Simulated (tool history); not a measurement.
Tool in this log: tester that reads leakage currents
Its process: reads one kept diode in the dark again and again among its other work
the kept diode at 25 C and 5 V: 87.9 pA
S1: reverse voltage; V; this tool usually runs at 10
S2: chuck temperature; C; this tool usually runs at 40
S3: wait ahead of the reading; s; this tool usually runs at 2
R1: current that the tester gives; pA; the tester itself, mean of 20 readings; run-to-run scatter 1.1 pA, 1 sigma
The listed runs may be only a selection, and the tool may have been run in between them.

run	hour	S1	S2	S3	R1
1	0	10	40	2	317.36
# hour 137.8: chuck's temperature calibrated
2	149	10	40	2	352.11
3	361.2	10	40	2	344.54
4	451.1	10	40	2.43	342.49
5	605.8	14	40	2	387.41
6	765.5	14	40	0.91	382.4
7	900.3	10	40	2	324.52
8	1087.3	10	40	2	319.04
9	1304	10	40	2	314.59
# hour 1372.2: tester calibrated
10	1393.5	10	40	0.51	322.31
# hour 1419.9: chuck's temperature calibrated
11	1518.2	10	40	1.97	362.22
12	1648.9	10	40	0.52	359.61
13	1818.2	10	40	0.52	354.43
14	2032.5	10	40	2.79	342.23
15	2246.5	10	40	2.79	337.01
16	2367.8	8.3	40	3.88	305.59
17	2550	8.3	40	3.88	300.43
# hour 2699.2: chuck's temperature calibrated
18	2764.2	8.3	40	3.88	334.32
# hour 2832.6: probe card cleaned and baked
19	2946.3	2.9	40	3.88	203.86
20	3096.9	10	40	0.45	341.86
21	3271	1.4	21	5.36	35.14
22	3473.2	1.4	35	5.12	99.55
23	3611.6	1.4	28	2.76	58.86
24	3779.1	18.4	25	0.36	156.02
25	3943.6	2.6	23	0.33	52.38
# hour 3983.1: chuck's temperature calibrated
26	4110.2	2.6	23	0.33	59.73
27	4260.5	17.1	29	2	203.18
28	4475.8	17.1	29	2	200.6
29	4688.4	11.6	35	2	250.31

What would each run have given without the hidden state, its run-to-run variation left as it was?
Unlogged tool condition in this case: stray current of the dirty probe card, pA a volt; current scale over the true one, %; true chuck temperature over the reading, C; drift of the gauge itself on leakage_pa, %.
run	R1
1	353.92
2	354.82
3	354.42
4	355.48
5	406.56
6	408.3
7	352.62
8	353.08
9	355.35
10	359.3
11	355.88
12	357.52
13	357.96
14	352.95
15	355.24
16	327.17
17	327.06
18	327.5
19	212.15
20	360.91
21	38.05
22	109.97
23	66.07
24	167.9
25	60.07
26	60.03
27	200.7
28	200.96
29	264.86
